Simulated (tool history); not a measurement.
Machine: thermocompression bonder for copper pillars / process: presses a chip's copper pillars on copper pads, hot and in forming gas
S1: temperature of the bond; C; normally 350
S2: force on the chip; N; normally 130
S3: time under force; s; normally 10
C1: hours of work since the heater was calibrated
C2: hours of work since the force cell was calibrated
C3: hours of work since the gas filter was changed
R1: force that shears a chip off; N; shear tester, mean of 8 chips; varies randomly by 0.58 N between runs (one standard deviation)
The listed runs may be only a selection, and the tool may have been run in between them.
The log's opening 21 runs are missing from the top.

run 22 day=22.946 | S1=359 S2=104 S3=10 | C1=802 C2=665 C3=109 | R1=66.0
run 23 day=24.092 | S1=339 S2=185 S3=10 | C1=819 C2=682 C3=126 | R1=75.9
run 24 day=25.046 | S1=328 S2=104 S3=10 | C1=833 C2=696 C3=139 | R1=44.2
run 25 day=25.979 | S1=375 S2=130 S3=13 | C1=847 C2=709 C3=153 | R1=92.8
run 26 day=26.708 | S1=338 S2=150 S3=22 | C1=857 C2=720 C3=164 | R1=84.0
run 27 day=28.112 | S1=357 S2=135 S3=21 | C1=878 C2=741 C3=184 | R1=91.1
run 28 day=29.479 | S1=357 S2=135 S3=21 | C1=898 C2=761 C3=204 | R1=91.7
-- day=30.088 force cell calibrated
run 29 day=31.008 | S1=357 S2=188 S3=30 | C1=919 C2=13 C3=226 | R1=111.6
run 30 day=31.896 | S1=357 S2=188 S3=30 | C1=932 C2=26 C3=239 | R1=110.6
run 31 day=33.046 | S1=350 S2=85 S3=30 | C1=949 C2=43 C3=256 | R1=71.1
run 32 day=34.471 | S1=334 S2=112 S3=6 | C1=970 C2=64 C3=277 | R1=37.5
run 33 day=35.538 | S1=370 S2=115 S3=12 | C1=986 C2=80 C3=292 | R1=76.3
run 34 day=36.379 | S1=350 S2=120 S3=28 | C1=998 C2=92 C3=305 | R1=83.2
run 35 day=37.496 | S1=349 S2=130 S3=10 | C1=1015 C2=109 C3=321 | R1=60.9
run 36 day=38.292 | S1=339 S2=95 S3=12 | C1=1026 C2=120 C3=333 | R1=46.6
-- day=39.350 forming gas filter changed
run 37 day=39.433 | S1=339 S2=95 S3=12 | C1=1043 C2=137 C3=1 | R1=50.1
run 38 day=40.700 | S1=372 S2=100 S3=9 | C1=1061 C2=155 C3=20 | R1=69.8
run 39 day=41.442 | S1=372 S2=100 S3=9 | C1=1072 C2=166 C3=31 | R1=70.3
run 40 day=42.400 | S1=377 S2=157 S3=10 | C1=1086 C2=180 C3=45 | R1=97.3

Predict each of these 4 candidate next runs independently; none follows another, all start after run 40:
run A day=43.367 | S1=322 S2=165 S3=10 | C1=1100 C2=194 C3=59 | R1=?
run B day=43.367 | S1=350 S2=130 S3=6 | C1=1100 C2=194 C3=59 | R1=?
run C day=43.367 | S1=372 S2=105 S3=22 | C1=1100 C2=194 C3=59 | R1=?
run D day=43.367 | S1=323 S2=174 S3=10 | C1=1100 C2=194 C3=59 | R1=?

run=A R1=53.7
run=B R1=55.0
run=C R1=94.1
run=D R1=57.3
Had the tool no hidden state, the same runs would have come out as:
run=A R1=59.9
run=B R1=60.7
run=C R1=100.8
run=D R1=63.8
